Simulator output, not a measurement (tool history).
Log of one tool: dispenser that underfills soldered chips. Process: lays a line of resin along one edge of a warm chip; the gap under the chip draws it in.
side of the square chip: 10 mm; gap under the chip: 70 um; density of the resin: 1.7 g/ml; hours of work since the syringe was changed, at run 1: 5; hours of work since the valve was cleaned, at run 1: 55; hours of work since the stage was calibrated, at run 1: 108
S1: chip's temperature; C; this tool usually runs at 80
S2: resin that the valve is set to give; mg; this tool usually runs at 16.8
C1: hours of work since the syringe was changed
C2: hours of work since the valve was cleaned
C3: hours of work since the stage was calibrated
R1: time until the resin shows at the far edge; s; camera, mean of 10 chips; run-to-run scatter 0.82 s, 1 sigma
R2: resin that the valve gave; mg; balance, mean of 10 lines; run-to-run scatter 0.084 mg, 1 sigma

run,day,S1,S2,C1,C2,C3,R1,R2
1,0,80,16.8,5,55,108,118.7,16.25
# day 0.046: new syringe of resin
2,0.225,80,18.5,3,58,111,96.9,17.83
3,0.408,80,18.5,5,61,114,118.9,17.71
# day 0.458: new syringe of resin
4,0.521,80,18.5,1,62,115,84.1,17.75
5,0.717,80,18.5,4,65,118,104.9,17.7
# day 0.875: new syringe of resin
6,0.942,80,18.5,1,69,121,85.5,17.7
7,1.05,80,18.5,3,70,123,96.1,17.63
8,1.192,75,16.8,5,72,125,142.5,16.08
# day 1.288: new syringe of resin
9,1.346,66,16.8,1,74,127,146.7,16.05
10,1.554,84,16.8,4,78,130,95,16.1
# day 1.692: new syringe of resin
11,1.746,84,16.8,1,80,133,74.1,15.96
12,1.954,84,16.8,4,83,136,95.1,15.99
13,2.05,84,16.8,5,85,137,106.5,15.95
# day 2.1: new syringe of resin
14,2.262,84,16.8,2,88,140,81.5,15.97
15,2.379,84,16.8,4,90,142,95,15.84
# day 2.512: new syringe of resin
16,2.604,80,20.1,1,93,145,86.8,19.05
17,2.8,80,20.1,4,96,148,112.4,18.99
# day 2.929: new syringe of resin
18,2.946,80,16.8,0,98,150,80.8,15.81
19,3.121,89,20.5,3,100,153,68.5,19.35
20,3.217,86,20.6,4,102,154,87.2,19.39
# day 3.333: new syringe of resin
21,3.438,74,15.9,2,105,157,115.2,14.81
22,3.633,84,16.6,4,108,160,101.4,15.4
# day 3.746: new syringe of resin
23,3.754,84,16.6,0,109,162,72,15.46
24,3.946,79,16.6,3,112,165,107.9,15.33
25,4.079,79,16.6,5,114,167,126.1,15.4
# day 4.158: new syringe of resin
26,4.262,80,14.9,2,117,169,94.3,13.95
27,4.371,92,21.4,3,118,171,64.5,19.83
# day 4.538: dispensing valve cleaned and set on the balance
28,4.567,92,21.4,5,0,173,78,21.38
# day 4.612: new syringe of resin
29,4.696,67,17.3,1,2,175,145.8,17.24
30,4.838,67,17.3,3,4,177,172.2,17.23
# day 5.017: new syringe of resin
31,5.05,75,18.5,0,7,180,96.4,18.31
32,5.188,75,18.5,3,9,182,115.1,18.35
33,5.279,75,18.5,4,11,184,130.5,18.52
# day 5.429: new syringe of resin
34,5.467,75,18.5,1,13,186,99.9,18.47
35,5.621,80,18.8,3,16,189,99.2,18.59

Alternative continuations, all from the tool just after run 35; predict every row:
A,5.771,79,21.7,5,18,191,?,?
B,5.771,67,17.2,5,18,191,?,?
C,5.771,74,15,5,18,191,?,?

run,R1,R2
A,119,21.42
B,198.9,16.94
C,154.1,14.94
Had the tool no hidden state, the same runs would have come out as:
run,R1,R2
A,76,21.69
B,126.5,17.16
C,98,15.12

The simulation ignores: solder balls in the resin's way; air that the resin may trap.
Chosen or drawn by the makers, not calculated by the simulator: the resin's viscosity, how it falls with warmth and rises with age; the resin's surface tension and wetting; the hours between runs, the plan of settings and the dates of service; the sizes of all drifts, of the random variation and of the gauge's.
